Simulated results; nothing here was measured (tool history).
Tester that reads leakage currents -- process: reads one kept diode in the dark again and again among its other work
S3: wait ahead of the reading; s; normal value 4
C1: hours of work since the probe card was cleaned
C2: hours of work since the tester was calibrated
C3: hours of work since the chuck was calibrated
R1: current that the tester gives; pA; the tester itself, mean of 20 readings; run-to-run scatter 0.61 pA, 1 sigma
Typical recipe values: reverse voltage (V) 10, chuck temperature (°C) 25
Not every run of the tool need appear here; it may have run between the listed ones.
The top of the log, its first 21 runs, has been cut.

Run 22, hour 3645.2: usual settings but reverse voltage (V) 2.5, S3 0.68 s; C1 433; C2 184; C3 916. Result: R1 90.19 pA.
Run 23, hour 3791.4: usual settings but reverse voltage (V) 3.8, chuck temperature (°C) 46, S3 4.89 s; C1 504; C2 255; C3 987. Result: R1 642.31 pA.
Run 24, hour 3926.8: usual settings but reverse voltage (V) 5.2, chuck temperature (°C) 56, S3 5.28 s; C1 570; C2 321; C3 1053. Result: R1 1624.44 pA.
Run 25, hour 4093.5: usual settings but reverse voltage (V) 14, chuck temperature (°C) 47, S3 0.91 s; C1 651; C2 402; C3 1134. Result: R1 1366.2 pA.
At hour 4107.1: chuck's temperature calibrated.
Run 26, hour 4211.1: usual settings but reverse voltage (V) 14, chuck temperature (°C) 47, S3 0.91 s; C1 707; C2 458; C3 51. Result: R1 1528.34 pA.
Run 27, hour 4359.9: usual settings but reverse voltage (V) 2.7, chuck temperature (°C) 30, S3 0.52 s; C1 780; C2 530; C3 123. Result: R1 161.45 pA.
Run 28, hour 4601.8: usual settings but reverse voltage (V) 1.8, chuck temperature (°C) 35, S3 0.52 s; C1 897; C2 648; C3 241. Result: R1 195.73 pA.
Run 29, hour 4829.4: usual settings but reverse voltage (V) 1.8, chuck temperature (°C) 35, S3 0.52 s; C1 1008; C2 758; C3 351. Result: R1 193.09 pA.
Run 30, hour 4957.5: usual settings but reverse voltage (V) 12.5, chuck temperature (°C) 35, S3 2.41 s; C1 1070; C2 821; C3 413. Result: R1 526.07 pA.
Run 31, hour 5164.4: usual settings but S3 6.82 s; C1 1171; C2 921; C3 514. Result: R1 199.06 pA.
Run 32, hour 5370.6: usual settings but S3 6.82 s; C1 1271; C2 1022; C3 614. Result: R1 198.03 pA.

5 ways to go on from here, each from the tool as it stands after run 32. What would each give?
Run A, hour 5555.1: usual settings but S3 0.59 s; C1 1361; C2 1111; C3 704. Result: R1 ?.
Run B, hour 5555.1: usual settings but S3 3.26 s; C1 1361; C2 1111; C3 704. Result: R1 ?.
Run C, hour 5555.1: usual settings but reverse voltage (V) 2.1, S3 0.41 s; C1 1361; C2 1111; C3 704. Result: R1 ?.
Run D, hour 5555.1: usual settings but reverse voltage (V) 10.2; C1 1361; C2 1111; C3 704. Result: R1 ?.
Run E, hour 5555.1: usual settings but reverse voltage (V) 2.6, S3 1 s; C1 1361; C2 1111; C3 704. Result: R1 ?.

run      R1
  A  200.16
  B  197.49
  C   86.08
  D  199.74
  E   96.11
Stripped of hidden state, with their random variation kept, the same runs would have yielded:
run      R1
  A  207.08
  B  204.41
  C   91.17
  D  206.66
  E   101.6

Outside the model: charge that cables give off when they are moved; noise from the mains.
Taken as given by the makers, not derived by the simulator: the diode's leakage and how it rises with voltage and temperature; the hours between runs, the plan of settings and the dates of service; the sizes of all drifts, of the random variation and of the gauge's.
